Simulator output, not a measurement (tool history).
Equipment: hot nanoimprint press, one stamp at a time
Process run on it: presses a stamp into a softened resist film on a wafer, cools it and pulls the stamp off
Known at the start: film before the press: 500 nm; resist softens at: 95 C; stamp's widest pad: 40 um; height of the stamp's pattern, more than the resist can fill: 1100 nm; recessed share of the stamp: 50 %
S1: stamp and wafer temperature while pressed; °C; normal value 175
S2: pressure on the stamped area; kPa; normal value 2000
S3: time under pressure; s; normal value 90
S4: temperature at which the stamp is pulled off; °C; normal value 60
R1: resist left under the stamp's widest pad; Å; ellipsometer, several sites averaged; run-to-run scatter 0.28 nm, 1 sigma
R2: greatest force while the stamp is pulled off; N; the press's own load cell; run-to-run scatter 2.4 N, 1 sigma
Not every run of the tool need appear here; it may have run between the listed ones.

run   hour   S1    S2   S3  S4    R1   R2
  1    0.0  175  2000   90  60  2145  217
  2   33.4  175  2000   90  60  2145  220
  3   69.6  175  2000   90  60  2134  230
      87.0  -- stamp cleaned and given a new release coat
  4  104.7  175  2000   90  60  2144  203
     127.8  -- plate thermocouple calibrated
  5  135.7  175  2000   90  60  2130  204
  6  155.5  175  2000   90  60  2130  204
  7  191.2  175  2000   90  60  2129  210
  8  222.3  175  2000   90  60  2128  211
     234.7  -- plate thermocouple calibrated, once more
  9  247.8  175  2000   90  60  2188  220
 10  286.4  175  2000   90  60  2186  223
 11  310.0  186  2000   90  60  1470  227
 12  327.5  186  2000   90  60  1469  231
     351.5  -- stamp cleaned and given a new release coat
 13  358.1  186  2000   90  60  1473  197
 14  382.5  164  2000   90  60  3187  201
 15  403.8  166  2950   90  60  2595  205
 16  432.7  166  2950   90  60  2597  209
 17  459.6  175  2950   90  49  1831  264
 18  496.9  174  2000  115  54  2048  245
 19  538.3  164  1740  134  60  2954  227
 20  560.5  164  1740  134  60  2955  220
 21  595.2  168  2000   66  68  3076  194
     609.4  -- stamp cleaned and given a new release coat
 22  623.5  183  2000   90  61  1620  195
 23  652.5  165  1750   90  60  3212  200
 24  673.1  165  1750   90  60  3208  201
 25  715.1  186  2450   63  59  1546  214
 26  739.0  186  2450   63  59  1546  222
 27  764.4  175  2000   97  50  2096  263
     791.7  -- plate thermocouple calibrated
 28  806.3  183  2910   60  62  1656  217

Alternative continuations, all from the tool just after run 28; predict every row:
  A  840.2  170  2000  90  60   ?   ?
  B  840.2  184  2000  64  60   ?   ?
  C  840.2  175  1560  90  49   ?   ?
  D  840.2  176  1970  90  46   ?   ?

run    R1   R2
  A  2648  231
  B  1844  224
  C  2446  288
  D  2147  303
What these runs would have given with no unlogged condition in the tool:
run    R1   R2
  A  2606  201
  B  1811  195
  C  2412  251
  D  2110  264
